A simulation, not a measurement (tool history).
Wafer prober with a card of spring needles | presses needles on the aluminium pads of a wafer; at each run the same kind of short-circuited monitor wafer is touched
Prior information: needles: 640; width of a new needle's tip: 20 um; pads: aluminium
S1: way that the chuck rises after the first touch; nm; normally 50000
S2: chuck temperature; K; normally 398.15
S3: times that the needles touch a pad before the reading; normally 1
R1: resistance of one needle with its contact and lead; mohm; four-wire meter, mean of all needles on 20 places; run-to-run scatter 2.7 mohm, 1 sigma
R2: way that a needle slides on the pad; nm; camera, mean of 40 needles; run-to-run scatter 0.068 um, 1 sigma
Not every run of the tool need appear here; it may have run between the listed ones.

run    day     S1      S2  S3   R1    R2
  1      0  50000  398.15   1  397  6150
     0.112  -- tips cleaned on abrasive film
     0.292  -- tips cleaned on abrasive film
       0.5  -- tips cleaned on abrasive film
  2  0.542  50000  398.15   1  382  6010
     0.683  -- tips cleaned on abrasive film
     0.888  -- tips cleaned on abrasive film
  3  1.038  65000  398.15   1  387  8050
     1.088  -- tips cleaned on abrasive film
     1.283  -- tips cleaned on abrasive film
     1.492  -- tips cleaned on abrasive film
     1.688  -- tips cleaned on abrasive film
  4  1.688  50000  398.15   1  350  5930
     1.888  -- tips cleaned on abrasive film
       2.1  -- tips cleaned on abrasive film
     2.275  -- tips cleaned on abrasive film
  5  2.417  50000  398.15   1  474  5850
     2.496  -- tips cleaned on abrasive film
       2.7  -- tips cleaned on abrasive film
     2.917  -- tips cleaned on abrasive film
  6  2.946  50000  398.15   1  386  5920
     3.117  -- tips cleaned on abrasive film
     3.338  -- tips cleaned on abrasive film
  7  3.458  50000  398.15   1  477  5750
      3.55  -- tips cleaned on abrasive film
     3.767  -- tips cleaned on abrasive film
     3.825  -- height of the first contact set anew
  8  3.917  50000  398.15   1  419  7120
     3.988  -- tips cleaned on abrasive film
     4.204  -- tips cleaned on abrasive film
  9  4.292  50000  398.15   1  406  6970
     4.412  -- tips cleaned on abrasive film
     4.621  -- tips cleaned on abrasive film
 10  4.708  50000  398.15   1  399  6920
     4.825  -- tips cleaned on abrasive film
     5.029  -- tips cleaned on abrasive film
     5.233  -- tips cleaned on abrasive film
 11  5.308  50000  326.15   1  369  6840
     5.438  -- tips cleaned on abrasive film
     5.646  -- tips cleaned on abrasive film
     5.867  -- tips cleaned on abrasive film
 12  5.867  50000  326.15   1  312  6720
     6.083  -- tips cleaned on abrasive film
     6.288  -- tips cleaned on abrasive film
 13  6.446  50000  326.15   1  434  6730
     6.496  -- tips cleaned on abrasive film
     6.704  -- tips cleaned on abrasive film
 14  6.821  50000  398.15   3  361  6760
     6.896  -- tips cleaned on abrasive film
     7.096  -- tips cleaned on abrasive film
       7.3  -- tips cleaned on abrasive film
 15  7.354  50000  398.15   3  357  6840
     7.517  -- tips cleaned on abrasive film
     7.717  -- tips cleaned on abrasive film
 16  7.817  50000  398.15   3  365  6740
       7.9  -- tips cleaned on abrasive film
     8.121  -- tips cleaned on abrasive film
     8.333  -- tips cleaned on abrasive film
 17  8.367  50000  310.15   1  335  6560

Estimate the outcome of run 18 from the log above:
     8.554  -- tips cleaned on abrasive film
     8.775  -- tips cleaned on abrasive film
 18  8.842  50000  398.15   1   ?   ?

R1: 393 mohm
R2: 6650 nm
On a tool with no hidden condition, and with the same random variation, this run would have come out at R1 312 mohm, R2 6990 nm.
